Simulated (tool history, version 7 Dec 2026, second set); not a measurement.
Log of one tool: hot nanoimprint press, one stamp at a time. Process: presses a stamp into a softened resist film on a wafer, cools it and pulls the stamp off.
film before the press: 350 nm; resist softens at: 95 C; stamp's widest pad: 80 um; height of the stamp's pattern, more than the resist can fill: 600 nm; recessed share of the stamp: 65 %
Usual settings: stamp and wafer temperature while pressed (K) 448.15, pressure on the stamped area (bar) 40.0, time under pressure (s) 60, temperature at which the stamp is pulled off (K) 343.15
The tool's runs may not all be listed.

run,hour,stamp and wafer temperature while pressed (K),pressure on the stamped area (bar),time under pressure (s),temperature at which the stamp is pulled off (K),resist left under the stamp's widest pad (nm),greatest force while the stamp is pulled off (N)
1,0.0,448.15,40.0,60,343.15,181.7,130.7
2,15.8,448.15,31.9,60,343.15,196.0,130.5
3,24.7,448.15,31.9,60,343.15,196.3,129.5
4,37.1,448.15,31.9,60,343.15,195.9,130.3
5,45.2,448.15,31.9,60,343.15,196.0,131.4
6,62.2,448.15,31.9,60,343.15,195.6,132.0
7,76.0,448.15,31.9,60,343.15,196.0,132.6
8,86.4,448.15,40.0,62,343.15,178.4,131.3
9,94.6,448.15,40.0,62,343.15,178.7,132.2
10,107.5,448.15,40.0,62,343.15,178.2,131.7
11,123.4,448.15,40.0,62,343.15,177.7,133.1

The next listed run, before its measurement:
12,131.0,448.15,40.0,62,343.15,?,?

{"run 12": {"resist left under the stamp's widest pad (nm)": 178.2, "greatest force while the stamp is pulled off (N)": 132.8}}
Were there no unlogged condition in the tool, this run, its random variation unchanged, would have produced resist left under the stamp's widest pad (nm) 181.6, greatest force while the stamp is pulled off (N) 118.8.
